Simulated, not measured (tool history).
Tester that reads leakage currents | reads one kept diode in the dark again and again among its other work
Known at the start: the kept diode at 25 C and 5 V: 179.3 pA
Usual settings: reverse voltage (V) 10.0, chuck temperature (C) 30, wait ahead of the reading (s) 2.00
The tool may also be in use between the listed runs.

run,hour,reverse voltage (V),chuck temperature (C),wait ahead of the reading (s),current that the tester gives (pA)
1,0.0,10.0,30,2.00,363.09
2,235.0,10.0,30,2.00,362.44
3,443.9,10.0,44,2.00,1119.10
4,676.8,10.0,30,0.63,362.26
5,884.1,10.0,25,2.00,236.43
6,1100.8,5.2,30,2.00,278.90
7,1223.1,5.2,30,2.00,279.67
8,1442.9,5.2,30,2.00,279.99
9,1651.1,1.1,30,3.79,150.33
10,1825.6,5.0,38,4.17,529.63
11,1978.3,10.0,22,0.31,184.01

Forecast each of these 4 alternatives for the next run:
A,2100.1,17.4,31,0.31,?
B,2100.1,1.2,30,2.00,?
C,2100.1,1.6,30,2.00,?
D,2100.1,3.1,22,3.33,?

run,current that the tester gives (pA)
A,493.20
B,155.86
C,174.82
D,113.85
Without the tool's hidden state the same runs would have given:
run,current that the tester gives (pA)
A,492.64
B,155.68
C,174.62
D,113.72

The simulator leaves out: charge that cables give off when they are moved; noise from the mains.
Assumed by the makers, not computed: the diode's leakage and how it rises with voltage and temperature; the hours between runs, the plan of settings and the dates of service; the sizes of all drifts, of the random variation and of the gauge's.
